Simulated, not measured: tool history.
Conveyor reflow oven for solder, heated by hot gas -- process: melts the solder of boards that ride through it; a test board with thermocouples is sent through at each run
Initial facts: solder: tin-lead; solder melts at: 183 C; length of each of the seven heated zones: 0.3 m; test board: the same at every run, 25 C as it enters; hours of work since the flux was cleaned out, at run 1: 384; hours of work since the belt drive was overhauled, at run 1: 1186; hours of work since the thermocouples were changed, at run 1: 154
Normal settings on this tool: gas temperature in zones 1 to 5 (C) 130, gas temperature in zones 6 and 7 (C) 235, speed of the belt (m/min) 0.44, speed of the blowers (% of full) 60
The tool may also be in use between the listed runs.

run,day,gas temperature in zones 1 to 5 (C),gas temperature in zones 6 and 7 (C),speed of the belt (m/min),speed of the blowers (% of full),hours of work since the flux was cleaned out,hours of work since the belt drive was overhauled,hours of work since the thermocouples were changed,highest temperature of the board (C),time above the solder's melting point (s)
1,0,130,235,0.44,60,384,1186,154,213.7,53.2
# day 1.221: flux residue cleaned out of gas plates and filters
2,1.929,130,235,0.44,60,12,1215,182,212.1,52.5
3,4.054,130,235,0.44,60,47,1250,218,212.1,53.9
4,5.012,130,235,0.44,60,63,1266,234,212.3,54.1
5,6.271,130,235,0.44,55,84,1287,254,210.8,50.9
6,7.646,130,235,0.44,55,107,1309,277,210.1,51.4
7,9.258,130,235,0.44,60,133,1336,304,211.9,52.9
8,10.467,130,235,0.44,60,154,1356,324,213.5,53.1
9,11.758,130,235,0.44,60,175,1378,346,212,53.7
10,13.196,118,235,0.44,60,199,1402,369,210.1,46.4
11,15.229,130,235,0.44,60,233,1435,403,212.9,52.4
12,17.238,130,235,0.44,60,266,1469,436,213.5,53.6
13,19.046,126,235,0.44,60,296,1499,466,211.4,50.8
14,20.721,126,235,0.44,60,324,1526,494,211.8,51.6
15,22.012,126,235,0.44,60,345,1548,516,211.5,51.2
16,23.896,126,235,0.44,60,376,1579,547,211.5,51.2
# day 25.596: flux residue cleaned out of gas plates and filters
17,25.738,130,244,0.404,78,2,1606,574,228.8,73.4
18,27.838,131,244,0.404,78,37,1641,609,229.5,73.5
19,29.604,130,235,0.44,83,67,1671,638,219.4,61.2
20,30.842,141,230,0.457,63,87,1691,659,210.7,53.7
# day 31.512: belt drive overhauled, speed set with a stopwatch
# day 32.396: thermocouples of zones 6 and 7 changed
21,32.988,121,242,0.421,66,119,23,10,220.4,60
22,34.758,122,237,0.474,59,148,53,39,208.9,43.1
23,36.1,122,237,0.474,59,170,75,61,208.9,42.5
24,37.912,138,224,0.474,78,200,105,92,208.4,47.1
25,39.3,138,224,0.474,78,223,128,115,207.6,47.5
26,40.733,138,224,0.474,78,247,152,138,208.5,47.9
27,42.392,123,224,0.361,54,275,179,166,208.1,57
28,43.688,123,224,0.361,54,296,201,187,206.9,56.6
29,45.817,123,224,0.361,54,332,236,223,205.8,55.6

Take each entry between the runs: how does the hidden state at the last listed run before it differ from the hidden state at the first listed run after it?
Between runs 1 and 2: flux residue cleaned out of gas plates and filters (day 1.221)
  heat that the gas passes to the board, % of a clean oven's: 99.6 -> 100; belt's true speed, % of the reading: 99.87 -> 99.86
Between runs 16 and 17: flux residue cleaned out of gas plates and filters (day 25.596)
  heat that the gas passes to the board, % of a clean oven's: 99.6 -> 100
Between runs 20 and 21: belt drive overhauled, speed set with a stopwatch (day 31.512); thermocouples of zones 6 and 7 changed (day 32.396)
  belt's true speed, % of the reading: 99.81 -> 99.99; true gas temperature in zones 6 and 7 over the reading, C: -0.06 -> -0.01

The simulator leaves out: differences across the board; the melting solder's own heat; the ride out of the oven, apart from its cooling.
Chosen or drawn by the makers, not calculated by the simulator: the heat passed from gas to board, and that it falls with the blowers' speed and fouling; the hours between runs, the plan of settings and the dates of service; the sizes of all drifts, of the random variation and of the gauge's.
